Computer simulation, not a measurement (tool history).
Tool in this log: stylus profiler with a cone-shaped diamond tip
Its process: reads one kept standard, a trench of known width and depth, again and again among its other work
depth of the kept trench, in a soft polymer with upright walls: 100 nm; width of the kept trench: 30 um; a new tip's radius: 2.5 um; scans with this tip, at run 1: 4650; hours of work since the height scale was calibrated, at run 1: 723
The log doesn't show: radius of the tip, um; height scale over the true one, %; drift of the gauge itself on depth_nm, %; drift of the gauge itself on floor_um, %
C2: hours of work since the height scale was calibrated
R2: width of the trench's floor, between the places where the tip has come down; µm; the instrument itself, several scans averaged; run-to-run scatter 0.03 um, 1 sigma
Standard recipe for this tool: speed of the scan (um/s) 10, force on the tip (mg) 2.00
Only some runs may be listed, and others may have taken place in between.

run 1 hour=0.0 | speed_of_the_scan_(um/s)=10 force_on_the_tip_(mg)=2.00 | scans_with_this_tip=4650 C2=723 | depth_of_the_trench_(nm)=101.76 R2=28.37
run 2 hour=44.6 | speed_of_the_scan_(um/s)=10 force_on_the_tip_(mg)=0.96 | scans_with_this_tip=4789 C2=745 | depth_of_the_trench_(nm)=101.19 R2=28.28
run 3 hour=94.3 | speed_of_the_scan_(um/s)=5 force_on_the_tip_(mg)=2.00 | scans_with_this_tip=4944 C2=769 | depth_of_the_trench_(nm)=101.74 R2=28.40
run 4 hour=135.6 | speed_of_the_scan_(um/s)=10 force_on_the_tip_(mg)=2.00 | scans_with_this_tip=5073 C2=789 | depth_of_the_trench_(nm)=101.74 R2=28.35
run 5 hour=191.3 | speed_of_the_scan_(um/s)=10 force_on_the_tip_(mg)=2.00 | scans_with_this_tip=5247 C2=816 | depth_of_the_trench_(nm)=101.76 R2=28.28
run 6 hour=222.7 | speed_of_the_scan_(um/s)=10 force_on_the_tip_(mg)=2.00 | scans_with_this_tip=5345 C2=831 | depth_of_the_trench_(nm)=101.79 R2=28.33
run 7 hour=253.4 | speed_of_the_scan_(um/s)=10 force_on_the_tip_(mg)=2.00 | scans_with_this_tip=5440 C2=846 | depth_of_the_trench_(nm)=101.79 R2=28.33
run 8 hour=301.7 | speed_of_the_scan_(um/s)=23 force_on_the_tip_(mg)=2.00 | scans_with_this_tip=5591 C2=870 | depth_of_the_trench_(nm)=101.80 R2=28.28
run 9 hour=334.1 | speed_of_the_scan_(um/s)=10 force_on_the_tip_(mg)=2.00 | scans_with_this_tip=5692 C2=885 | depth_of_the_trench_(nm)=101.79 R2=28.27
run 10 hour=374.7 | speed_of_the_scan_(um/s)=10 force_on_the_tip_(mg)=2.00 | scans_with_this_tip=5819 C2=905 | depth_of_the_trench_(nm)=101.85 R2=28.30
run 11 hour=416.6 | speed_of_the_scan_(um/s)=11 force_on_the_tip_(mg)=2.00 | scans_with_this_tip=5949 C2=925 | depth_of_the_trench_(nm)=101.81 R2=28.34
run 12 hour=451.9 | speed_of_the_scan_(um/s)=4 force_on_the_tip_(mg)=0.94 | scans_with_this_tip=6060 C2=942 | depth_of_the_trench_(nm)=101.24 R2=28.33
run 13 hour=499.9 | speed_of_the_scan_(um/s)=4 force_on_the_tip_(mg)=0.94 | scans_with_this_tip=6209 C2=966 | depth_of_the_trench_(nm)=101.24 R2=28.32
run 14 hour=546.5 | speed_of_the_scan_(um/s)=9 force_on_the_tip_(mg)=0.94 | scans_with_this_tip=6355 C2=988 | depth_of_the_trench_(nm)=101.29 R2=28.27
run 15 hour=586.4 | speed_of_the_scan_(um/s)=9 force_on_the_tip_(mg)=0.94 | scans_with_this_tip=6479 C2=1008 | depth_of_the_trench_(nm)=101.26 R2=28.21
run 16 hour=612.0 | speed_of_the_scan_(um/s)=4 force_on_the_tip_(mg)=4.95 | scans_with_this_tip=6559 C2=1020 | depth_of_the_trench_(nm)=103.07 R2=28.27
run 17 hour=646.5 | speed_of_the_scan_(um/s)=17 force_on_the_tip_(mg)=3.19 | scans_with_this_tip=6667 C2=1037 | depth_of_the_trench_(nm)=102.42 R2=28.24
run 18 hour=689.9 | speed_of_the_scan_(um/s)=5 force_on_the_tip_(mg)=5.17 | scans_with_this_tip=6802 C2=1058 | depth_of_the_trench_(nm)=103.11 R2=28.31
run 19 hour=733.3 | speed_of_the_scan_(um/s)=9 force_on_the_tip_(mg)=3.95 | scans_with_this_tip=6937 C2=1079 | depth_of_the_trench_(nm)=102.69 R2=28.27

Forecast each of these 4 alternatives for the next run:
run A hour=790.5 | speed_of_the_scan_(um/s)=9 force_on_the_tip_(mg)=3.95 | scans_with_this_tip=7115 C2=1107 | depth_of_the_trench_(nm)=? R2=?
run B hour=790.5 | speed_of_the_scan_(um/s)=3 force_on_the_tip_(mg)=2.57 | scans_with_this_tip=7115 C2=1107 | depth_of_the_trench_(nm)=? R2=?
run C hour=790.5 | speed_of_the_scan_(um/s)=17 force_on_the_tip_(mg)=1.58 | scans_with_this_tip=7115 C2=1107 | depth_of_the_trench_(nm)=? R2=?
run D hour=790.5 | speed_of_the_scan_(um/s)=10 force_on_the_tip_(mg)=0.88 | scans_with_this_tip=7115 C2=1107 | depth_of_the_trench_(nm)=? R2=?

run=A depth_of_the_trench_(nm)=102.74 R2=28.30
run=B depth_of_the_trench_(nm)=102.20 R2=28.33
run=C depth_of_the_trench_(nm)=101.71 R2=28.20
run=D depth_of_the_trench_(nm)=101.25 R2=28.25
The same runs, with their run-to-run variation unchanged, on a tool lacking any hidden condition would have given:
run=A depth_of_the_trench_(nm)=102.29 R2=28.58
run=B depth_of_the_trench_(nm)=101.75 R2=28.60
run=C depth_of_the_trench_(nm)=101.26 R2=28.48
run=D depth_of_the_trench_(nm)=100.80 R2=28.52

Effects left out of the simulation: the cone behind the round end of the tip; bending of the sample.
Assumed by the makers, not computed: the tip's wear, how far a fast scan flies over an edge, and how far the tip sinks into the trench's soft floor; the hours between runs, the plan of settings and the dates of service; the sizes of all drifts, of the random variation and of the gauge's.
